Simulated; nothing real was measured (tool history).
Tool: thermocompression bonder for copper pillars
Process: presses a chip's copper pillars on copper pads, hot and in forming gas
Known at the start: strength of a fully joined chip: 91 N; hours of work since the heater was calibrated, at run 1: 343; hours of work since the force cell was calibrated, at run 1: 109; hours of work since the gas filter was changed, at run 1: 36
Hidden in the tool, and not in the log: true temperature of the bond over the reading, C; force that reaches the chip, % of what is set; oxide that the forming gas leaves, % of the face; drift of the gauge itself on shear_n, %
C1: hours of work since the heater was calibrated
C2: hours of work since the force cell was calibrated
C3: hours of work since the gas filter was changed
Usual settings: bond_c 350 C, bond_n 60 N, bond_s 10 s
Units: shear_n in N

{"run": 1, "day": 0.0, "bond_c": 350, "bond_n": 60, "bond_s": 10, "C1": 343, "C2": 109, "C3": 36, "shear_n": 55.7}
{"run": 2, "day": 0.238, "bond_c": 350, "bond_n": 60, "bond_s": 10, "C1": 347, "C2": 112, "C3": 40, "shear_n": 56.3}
{"run": 3, "day": 0.583, "bond_c": 350, "bond_n": 60, "bond_s": 10, "C1": 351, "C2": 117, "C3": 44, "shear_n": 56.8}
{"run": 4, "day": 1.0, "bond_c": 350, "bond_n": 60, "bond_s": 10, "C1": 357, "C2": 123, "C3": 50, "shear_n": 55.2}
{"run": 5, "day": 1.254, "bond_c": 350, "bond_n": 60, "bond_s": 21, "C1": 361, "C2": 126, "C3": 54, "shear_n": 67.4}
{"run": 6, "day": 1.571, "bond_c": 350, "bond_n": 38, "bond_s": 10, "C1": 365, "C2": 131, "C3": 58, "shear_n": 40.4}
{"run": 7, "day": 1.883, "bond_c": 350, "bond_n": 38, "bond_s": 10, "C1": 369, "C2": 135, "C3": 63, "shear_n": 39.9}
{"run": 8, "day": 2.088, "bond_c": 350, "bond_n": 38, "bond_s": 10, "C1": 372, "C2": 138, "C3": 65, "shear_n": 40}
{"run": 9, "day": 2.279, "bond_c": 350, "bond_n": 38, "bond_s": 10, "C1": 375, "C2": 140, "C3": 68, "shear_n": 40.5}
{"run": 10, "day": 2.492, "bond_c": 351, "bond_n": 49, "bond_s": 12, "C1": 378, "C2": 143, "C3": 71, "shear_n": 51.3}
{"run": 11, "day": 2.758, "bond_c": 379, "bond_n": 49, "bond_s": 12, "C1": 382, "C2": 147, "C3": 75, "shear_n": 58.4}
{"day": 2.842, "done": "force cell calibrated"}
{"run": 12, "day": 3.179, "bond_c": 324, "bond_n": 43, "bond_s": 12, "C1": 387, "C2": 5, "C3": 80, "shear_n": 38.4}
{"run": 13, "day": 3.592, "bond_c": 324, "bond_n": 43, "bond_s": 12, "C1": 392, "C2": 10, "C3": 85, "shear_n": 37.9}
{"day": 3.917, "done": "force cell calibrated, once more"}
{"run": 14, "day": 3.942, "bond_c": 329, "bond_n": 50, "bond_s": 12, "C1": 396, "C2": 0, "C3": 89, "shear_n": 44.5}
{"run": 15, "day": 4.262, "bond_c": 349, "bond_n": 52, "bond_s": 12, "C1": 401, "C2": 5, "C3": 94, "shear_n": 52.8}
{"run": 16, "day": 4.679, "bond_c": 330, "bond_n": 50, "bond_s": 6, "C1": 407, "C2": 11, "C3": 100, "shear_n": 35.7}
{"run": 17, "day": 4.917, "bond_c": 330, "bond_n": 38, "bond_s": 7, "C1": 410, "C2": 14, "C3": 103, "shear_n": 28.9}

Hidden state at the last listed run before each entry between runs and at the first one after, where it differs:
Between runs 11 and 12: force cell calibrated (day 2.842)
  true temperature of the bond over the reading, C: -9 -> -9.1; force that reaches the chip, % of what is set: 97.7 -> 96.1; oxide that the forming gas leaves, % of the face: 4.88 -> 5.15
  measured less the result without the state, shear_n: -5.9 -> -5.9 N
Between runs 13 and 14: force cell calibrated, once more (day 3.917)
  force that reaches the chip, % of what is set: 96 -> 99.9; oxide that the forming gas leaves, % of the face: 5.49 -> 5.71
  measured less the result without the state, shear_n: -6.2 -> -5.6 N
